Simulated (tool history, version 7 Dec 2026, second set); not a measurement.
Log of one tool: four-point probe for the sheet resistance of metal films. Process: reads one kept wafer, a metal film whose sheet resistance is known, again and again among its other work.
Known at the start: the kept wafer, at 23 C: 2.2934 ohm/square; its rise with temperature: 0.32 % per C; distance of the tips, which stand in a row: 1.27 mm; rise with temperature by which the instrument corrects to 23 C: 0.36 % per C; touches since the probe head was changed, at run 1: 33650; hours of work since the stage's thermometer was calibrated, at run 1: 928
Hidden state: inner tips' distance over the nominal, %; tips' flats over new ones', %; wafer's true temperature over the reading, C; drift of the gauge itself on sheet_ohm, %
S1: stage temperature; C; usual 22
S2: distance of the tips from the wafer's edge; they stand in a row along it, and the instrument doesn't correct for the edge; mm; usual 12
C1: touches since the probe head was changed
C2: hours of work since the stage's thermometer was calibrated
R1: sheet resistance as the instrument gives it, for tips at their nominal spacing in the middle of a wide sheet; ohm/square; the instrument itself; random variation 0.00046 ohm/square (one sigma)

| run | hour | S1 | S2 | C1 | C2 | R1 |
|---|---|---|---|---|---|---|
| 1 | 0.0 | 22 | 12 | 33650 | 928 | 2.297251 |
| 2 | 65.4 | 22 | 12 | 35289 | 965 | 2.296983 |
| 3 | 106.1 | 22 | 12 | 36310 | 988 | 2.296873 |
| 4 | 173.7 | 22 | 12 | 38006 | 1027 | 2.297086 |
| 5 | 235.5 | 22 | 12 | 39556 | 1062 | 2.296231 |
| 6 | 301.3 | 22 | 6 | 41205 | 1099 | 2.337015 |
| 7 | 358.4 | 22 | 28 | 42638 | 1131 | 2.284602 |
| 8 | 407.3 | 22 | 28 | 43865 | 1159 | 2.285425 |
| 9 | 454.3 | 22 | 28 | 45042 | 1186 | 2.285010 |
| 10 | 528.5 | 22 | 28 | 46903 | 1228 | 2.284464 |
| 11 | 580.0 | 28 | 28 | 48194 | 1257 | 2.279587 |
| 12 | 636.1 | 28 | 28 | 49601 | 1288 | 2.278406 |
| 13 | 686.8 | 28 | 28 | 50872 | 1317 | 2.278784 |
| 14 | 730.7 | 22 | 4 | 51974 | 1342 | 2.398422 |
| 15 | 764.1 | 19 | 9 | 52811 | 1361 | 2.308974 |
| 16 | 818.9 | 18 | 24 | 54185 | 1392 | 2.288373 |
| 17 | 849.5 | 18 | 24 | 54951 | 1409 | 2.287250 |
| 18 | 896.3 | 25 | 6 | 56126 | 1436 | 2.332318 |
| 19 | 946.1 | 27 | 27 | 57374 | 1464 | 2.280378 |
| 20 | 995.5 | 22 | 22 | 58614 | 1492 | 2.284454 |
| 21 | 1049.6 | 22 | 22 | 59969 | 1522 | 2.284265 |
| 22 | 1095.1 | 29 | 5 | 61112 | 1548 | 2.351149 |
| 23 | 1166.5 | 29 | 5 | 62901 | 1589 | 2.350611 |
| 24 | 1212.4 | 28 | 21 | 64051 | 1615 | 2.279228 |
| 25 | 1251.5 | 28 | 21 | 65033 | 1637 | 2.279636 |
| 26 | 1294.8 | 28 | 21 | 66119 | 1661 | 2.278866 |
| 27 | 1355.5 | 25 | 12 | 67641 | 1696 | 2.291241 |

Forecast each of these 5 alternatives for the next run:
| A | 1413.8 | 27 | 3 | 69103 | 1729 | ? |
| B | 1413.8 | 20 | 12 | 69103 | 1729 | ? |
| C | 1413.8 | 34 | 12 | 69103 | 1729 | ? |
| D | 1413.8 | 21 | 12 | 69103 | 1729 | ? |
| E | 1413.8 | 21 | 29 | 69103 | 1729 | ? |

| run | R1 |
|---|---|
| A | 2.473392 |
| B | 2.295630 |
| C | 2.283498 |
| D | 2.293862 |
| E | 2.282712 |
Without the tool's hidden state the same runs would have given:
| run | R1 |
|---|---|
| A | 2.489508 |
| B | 2.310734 |
| C | 2.298403 |
| D | 2.308946 |
| E | 2.297727 |
